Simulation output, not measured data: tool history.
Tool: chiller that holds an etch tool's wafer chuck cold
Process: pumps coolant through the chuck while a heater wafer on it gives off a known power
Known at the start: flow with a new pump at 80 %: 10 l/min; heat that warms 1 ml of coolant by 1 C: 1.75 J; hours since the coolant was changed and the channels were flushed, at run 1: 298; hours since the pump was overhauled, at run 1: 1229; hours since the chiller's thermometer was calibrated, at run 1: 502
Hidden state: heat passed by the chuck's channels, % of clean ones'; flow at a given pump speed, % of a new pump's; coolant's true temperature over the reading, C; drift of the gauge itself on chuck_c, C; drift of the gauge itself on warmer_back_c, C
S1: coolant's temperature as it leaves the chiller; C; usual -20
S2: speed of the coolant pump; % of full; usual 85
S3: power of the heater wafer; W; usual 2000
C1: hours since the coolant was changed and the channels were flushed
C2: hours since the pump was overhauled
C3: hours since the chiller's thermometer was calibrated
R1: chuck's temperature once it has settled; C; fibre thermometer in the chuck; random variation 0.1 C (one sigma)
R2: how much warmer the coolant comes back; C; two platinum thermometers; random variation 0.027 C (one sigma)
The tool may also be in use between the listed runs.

run,hour,S1,S2,S3,C1,C2,C3,R1,R2
1,0,-20,85,2000,298,1229,502,-1.3,6.48
2,19.2,-20,60,2000,318,1248,522,3.6,9.51
3,57.6,-20,60,2000,356,1286,560,3.7,9.49
4,91.1,-20,85,2000,390,1320,594,-1.5,6.52
5,129.1,-20,85,2275,428,1358,632,1.3,7.34
6,153,-20,85,2275,451,1382,655,1.2,7.32
7,179.6,-20,85,2275,478,1408,682,1.1,7.39
8,204.2,-24,85,2000,503,1433,707,-5.1,6.49
9,249.2,-20,85,2000,548,1478,752,-1.3,6.42
10,289.9,-20,85,2000,588,1519,792,-1.3,6.49
11,329.5,-28,85,2000,628,1558,832,-9.2,6.47
12,362.5,-20,86,2000,661,1591,865,-1.4,6.37
13,408.1,-20,85,2000,707,1637,911,-1.2,6.5
14,434.5,-20,85,2000,733,1663,937,-1.2,6.44
15,454.6,-20,69,2000,753,1683,957,1.6,8.18
16,485.3,-20,85,1645,784,1714,988,-4.4,5.34
17,523.9,-13,63,1475,822,1753,1026,4,6.63
18,548.6,-13,63,1475,847,1777,1051,4.1,6.69
19,587.6,-28,85,1896,886,1816,1090,-10.1,6.17
20,618.5,-28,85,1896,917,1847,1121,-10.3,6.14
21,654.9,-20,67,2271,953,1884,1157,5,9.63
22,677.4,-20,67,2271,976,1906,1180,5.2,9.54
23,717,-18,65,2691,1016,1946,1219,12.4,11.76
24,756.3,-18,65,2691,1055,1985,1259,12.4,11.79
25,779.7,-18,65,2931,1078,2009,1282,15.3,12.83
26,817.4,-25,94,2678,1116,2046,1320,-1.2,7.79
27,853.5,-22,73,2678,1152,2082,1356,6,10.33
28,878.4,-15,68,1504,1177,2107,1381,1.5,6.26
29,899.2,-15,68,1504,1198,2128,1402,1.5,6.28
30,919.7,-15,68,1504,1218,2149,1422,1.5,6.28
31,945,-15,68,1504,1244,2174,1447,1.5,6.26
32,980.3,-22,89,1265,1279,2209,1483,-10.6,3.93

Forecast each of these 3 alternatives for the next run:
A,1006.4,-22,66,1265,1305,2235,1509,?,?
B,1006.4,-14,70,1730,1305,2235,1509,?,?
C,1006.4,-21,85,2000,1305,2235,1509,?,?

run,R1,R2
A,-7.9,5.41
B,4.7,6.97
C,-2.1,6.53
Without the tool's hidden state the same runs would have given:
run,R1,R2
A,-8.2,5.32
B,4.2,6.85
C,-2.6,6.41
